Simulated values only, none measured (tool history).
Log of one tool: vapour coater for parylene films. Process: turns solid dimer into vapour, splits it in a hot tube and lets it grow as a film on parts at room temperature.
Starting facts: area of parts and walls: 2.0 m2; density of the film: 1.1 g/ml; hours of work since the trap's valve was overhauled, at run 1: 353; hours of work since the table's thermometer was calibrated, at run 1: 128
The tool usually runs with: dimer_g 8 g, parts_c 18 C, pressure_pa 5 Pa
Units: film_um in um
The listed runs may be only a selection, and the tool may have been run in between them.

run,hour,dimer_g,parts_c,pressure_pa,hours of work since the trap's valve was overhauled,hours of work since the table's thermometer was calibrated,film_um
1,0,8,18,5,353,128,2.3
2,27.2,8,18,5,367,142,2.25
3,51.1,8,18,5,379,154,2.27
4,71.6,8,18,5,390,165,2.27
5,111.2,8,18,5,411,186,2.27
6,149.5,8,18,9.98,430,205,2.09
7,187.5,8,18,5,450,225,2.23
8,219.9,6,18,5,467,242,1.59
9,244.1,6,18,5,480,255,1.67
10,276,6,18,5,496,271,1.65
# hour 310.6: trap's valve overhauled
11,310.6,6,18,5,0,287,1.89
12,346.6,6,18,5,19,306,1.92
13,373.5,6,18,5,33,320,1.87
14,403,6,18,5,48,335,1.89
15,429.6,8,12,5,62,349,3.09
16,460.9,8,12,5,78,366,3.08
17,491.3,8,18,5,94,381,2.45
18,529.8,8,21,5,114,402,2.21
19,553.2,4,18,5,126,414,1.22
20,570.2,4,17,5,135,423,1.25
21,599,4,17,5,150,438,1.26
22,616.4,8,18,5,159,447,2.39
23,646.3,8,18,5,175,462,2.39
24,673.9,8,18,5,189,477,2.4
25,706.2,12,11,2.25,206,493,4.83
26,734.6,7,17,4.36,221,508,2.2
# hour 739.2: table's thermometer calibrated
27,768.1,7,17,4.36,238,15,2.19
28,800.2,5,18,8.28,255,32,1.42
# hour 835.2: table's thermometer calibrated, once more
29,837.9,5,18,8.28,274,1,1.41
30,872.5,5,18,2.48,292,19,1.55
31,904.1,5,11,2.2,308,36,1.97
32,943.1,8,13,5,328,56,2.75
33,978.6,7,24,4.85,347,75,1.64
34,1008.9,7,24,4.85,363,90,1.64
35,1038.5,7,24,4.85,378,106,1.62
36,1073.3,8,22,8.3,396,124,1.9
37,1096.8,6,12,8.3,409,136,1.98
38,1114.7,3,18,5.27,418,146,0.83
39,1145.2,3,18,5.27,434,162,0.86
40,1178,3,18,5.27,451,179,0.84
41,1213,14,17,11.59,469,197,3.73
42,1229.8,8,22,5,478,206,1.88
43,1252.8,8,22,5,490,218,1.93
44,1270,7,18,5,499,227,1.9
# hour 1300.5: trap's valve overhauled
45,1311.6,8,15,7.29,6,246,2.7
46,1334.3,5,10,7.29,18,258,1.97
47,1365.2,6,10,3.97,34,274,2.51

Measured result minus the same run's result without the hidden state. Both carry the same run-to-run variation, though not necessarily the same gauge scatter:
What the log doesn't record here: vapour lost through the trap's worn valve, %; true temperature of the parts over the reading, C; drift of the gauge itself on film_um, %.
run,film_um
1,-0.26
2,-0.27
3,-0.28
4,-0.29
5,-0.31
6,-0.3
7,-0.33
8,-0.25
9,-0.27
10,-0.28
11,+0
12,-0.01
13,-0.02
14,-0.02
15,-0.06
16,-0.08
17,-0.07
18,-0.08
19,-0.05
20,-0.05
21,-0.06
22,-0.12
23,-0.13
24,-0.15
25,-0.32
26,-0.15
27,-0.17
28,-0.12
29,-0.11
30,-0.14
31,-0.18
32,-0.27
33,-0.17
34,-0.18
35,-0.2
36,-0.23
37,-0.26
38,-0.11
39,-0.11
40,-0.12
41,-0.57
42,-0.3
43,-0.31
44,-0.32
45,-0.04
46,-0.04
47,-0.06
